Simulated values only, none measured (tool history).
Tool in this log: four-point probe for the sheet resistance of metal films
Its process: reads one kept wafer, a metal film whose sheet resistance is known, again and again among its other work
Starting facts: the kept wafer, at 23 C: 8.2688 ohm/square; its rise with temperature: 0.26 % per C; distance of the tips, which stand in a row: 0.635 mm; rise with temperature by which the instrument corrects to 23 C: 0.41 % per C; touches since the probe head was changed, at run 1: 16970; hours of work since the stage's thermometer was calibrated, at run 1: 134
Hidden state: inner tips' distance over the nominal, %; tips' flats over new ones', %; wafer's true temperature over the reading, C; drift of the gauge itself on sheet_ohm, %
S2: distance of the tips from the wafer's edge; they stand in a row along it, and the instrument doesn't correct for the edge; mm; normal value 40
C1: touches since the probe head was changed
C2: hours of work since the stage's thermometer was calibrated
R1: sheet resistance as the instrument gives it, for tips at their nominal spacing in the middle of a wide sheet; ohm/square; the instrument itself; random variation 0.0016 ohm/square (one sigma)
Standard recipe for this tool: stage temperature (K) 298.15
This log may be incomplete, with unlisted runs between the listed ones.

{"run": 1, "hour": 0.0, "stage temperature (K)": 298.15, "S2": 40, "C1": 16970, "C2": 134, "R1": 8.248966}
{"run": 2, "hour": 13.9, "stage temperature (K)": 298.15, "S2": 40, "C1": 17356, "C2": 144, "R1": 8.244204}
{"run": 3, "hour": 21.8, "stage temperature (K)": 298.15, "S2": 40, "C1": 17574, "C2": 150, "R1": 8.249021}
{"run": 4, "hour": 33.8, "stage temperature (K)": 298.15, "S2": 40, "C1": 17906, "C2": 159, "R1": 8.245189}
{"run": 5, "hour": 41.6, "stage temperature (K)": 303.15, "S2": 40, "C1": 18121, "C2": 164, "R1": 8.186654}
{"run": 6, "hour": 50.6, "stage temperature (K)": 298.15, "S2": 40, "C1": 18368, "C2": 171, "R1": 8.246043}
{"run": 7, "hour": 60.8, "stage temperature (K)": 298.15, "S2": 40, "C1": 18650, "C2": 178, "R1": 8.247817}
{"run": 8, "hour": 69.9, "stage temperature (K)": 298.15, "S2": 40, "C1": 18904, "C2": 185, "R1": 8.247866}
{"run": 9, "hour": 85.2, "stage temperature (K)": 298.15, "S2": 11, "C1": 19326, "C2": 196, "R1": 8.257752}
{"run": 10, "hour": 96.3, "stage temperature (K)": 299.15, "S2": 11, "C1": 19633, "C2": 204, "R1": 8.25002}
{"run": 11, "hour": 108.7, "stage temperature (K)": 295.15, "S2": 40, "C1": 19975, "C2": 213, "R1": 8.279423}
{"run": 12, "hour": 116.2, "stage temperature (K)": 295.15, "S2": 40, "C1": 20184, "C2": 219, "R1": 8.284835}
{"run": 13, "hour": 127.2, "stage temperature (K)": 295.15, "S2": 40, "C1": 20487, "C2": 227, "R1": 8.283909}
{"run": 14, "hour": 139.5, "stage temperature (K)": 295.15, "S2": 40, "C1": 20829, "C2": 236, "R1": 8.281989}
{"run": 15, "hour": 148.3, "stage temperature (K)": 295.15, "S2": 40, "C1": 21072, "C2": 242, "R1": 8.283244}
{"run": 16, "hour": 162.1, "stage temperature (K)": 295.15, "S2": 40, "C1": 21454, "C2": 252, "R1": 8.279741}
{"run": 17, "hour": 173.9, "stage temperature (K)": 298.15, "S2": 40, "C1": 21780, "C2": 261, "R1": 8.24814}
{"run": 18, "hour": 182.5, "stage temperature (K)": 302.15, "S2": 40, "C1": 22018, "C2": 267, "R1": 8.198035}
{"run": 19, "hour": 197.1, "stage temperature (K)": 298.15, "S2": 15, "C1": 22422, "C2": 277, "R1": 8.250864}
{"run": 20, "hour": 208.4, "stage temperature (K)": 298.15, "S2": 15, "C1": 22733, "C2": 286, "R1": 8.24828}
{"run": 21, "hour": 224.6, "stage temperature (K)": 298.15, "S2": 7, "C1": 23182, "C2": 297, "R1": 8.282234}
{"run": 22, "hour": 233.7, "stage temperature (K)": 298.15, "S2": 7, "C1": 23433, "C2": 304, "R1": 8.281519}
{"run": 23, "hour": 248.5, "stage temperature (K)": 291.15, "S2": 49, "C1": 23841, "C2": 315, "R1": 8.330937}
{"run": 24, "hour": 263.0, "stage temperature (K)": 306.15, "S2": 27, "C1": 24244, "C2": 325, "R1": 8.155379}
{"run": 25, "hour": 273.9, "stage temperature (K)": 305.15, "S2": 3, "C1": 24545, "C2": 333, "R1": 8.360651}
{"run": 26, "hour": 282.9, "stage temperature (K)": 307.15, "S2": 70, "C1": 24793, "C2": 340, "R1": 8.142081}
{"run": 27, "hour": 290.7, "stage temperature (K)": 307.15, "S2": 70, "C1": 25011, "C2": 346, "R1": 8.144492}
{"run": 28, "hour": 303.3, "stage temperature (K)": 293.15, "S2": 5, "C1": 25358, "C2": 355, "R1": 8.376767}
{"run": 29, "hour": 315.7, "stage temperature (K)": 304.15, "S2": 19, "C1": 25700, "C2": 364, "R1": 8.180475}
{"run": 30, "hour": 329.9, "stage temperature (K)": 291.15, "S2": 50, "C1": 26093, "C2": 374, "R1": 8.33212}
{"run": 31, "hour": 341.8, "stage temperature (K)": 307.15, "S2": 22, "C1": 26423, "C2": 383, "R1": 8.145717}
{"run": 32, "hour": 357.1, "stage temperature (K)": 307.15, "S2": 22, "C1": 26845, "C2": 394, "R1": 8.144146}
{"run": 33, "hour": 367.9, "stage temperature (K)": 291.15, "S2": 6, "C1": 27143, "C2": 402, "R1": 8.381315}
{"run": 34, "hour": 377.6, "stage temperature (K)": 306.15, "S2": 52, "C1": 27413, "C2": 409, "R1": 8.151337}
{"run": 35, "hour": 393.2, "stage temperature (K)": 304.15, "S2": 3, "C1": 27844, "C2": 420, "R1": 8.363757}
{"run": 36, "hour": 404.9, "stage temperature (K)": 304.15, "S2": 3, "C1": 28168, "C2": 429, "R1": 8.366757}
{"run": 37, "hour": 412.6, "stage temperature (K)": 304.15, "S2": 3, "C1": 28381, "C2": 434, "R1": 8.369544}
{"run": 38, "hour": 429.0, "stage temperature (K)": 304.15, "S2": 3, "C1": 28834, "C2": 446, "R1": 8.367426}
{"run": 39, "hour": 438.0, "stage temperature (K)": 298.15, "S2": 10, "C1": 29083, "C2": 453, "R1": 8.262194}
{"run": 40, "hour": 444.7, "stage temperature (K)": 302.15, "S2": 3, "C1": 29267, "C2": 457, "R1": 8.394667}
{"run": 41, "hour": 451.8, "stage temperature (K)": 308.15, "S2": 26, "C1": 29465, "C2": 463, "R1": 8.132842}
{"run": 42, "hour": 465.8, "stage temperature (K)": 300.15, "S2": 45, "C1": 29852, "C2": 473, "R1": 8.224031}
{"run": 43, "hour": 480.3, "stage temperature (K)": 305.15, "S2": 40, "C1": 30254, "C2": 483, "R1": 8.167308}

Forecast each of these 5 alternatives for the next run:
{"run": "A", "hour": 489.9, "stage temperature (K)": 301.15, "S2": 5, "C1": 30518, "C2": 490, "R1": "?"}
{"run": "B", "hour": 489.9, "stage temperature (K)": 304.15, "S2": 8, "C1": 30518, "C2": 490, "R1": "?"}
{"run": "C", "hour": 489.9, "stage temperature (K)": 299.15, "S2": 19, "C1": 30518, "C2": 490, "R1": "?"}
{"run": "D", "hour": 489.9, "stage temperature (K)": 298.15, "S2": 11, "C1": 30518, "C2": 490, "R1": "?"}
{"run": "E", "hour": 489.9, "stage temperature (K)": 304.15, "S2": 14, "C1": 30518, "C2": 490, "R1": "?"}

run=A R1=8.279965
run=B R1=8.202145
run=C R1=8.24248
run=D R1=8.259996
run=E R1=8.18426
With no hidden state in the tool, these same runs would have given:
run=A R1=8.279822
run=B R1=8.202003
run=C R1=8.242337
run=D R1=8.259853
run=E R1=8.184118
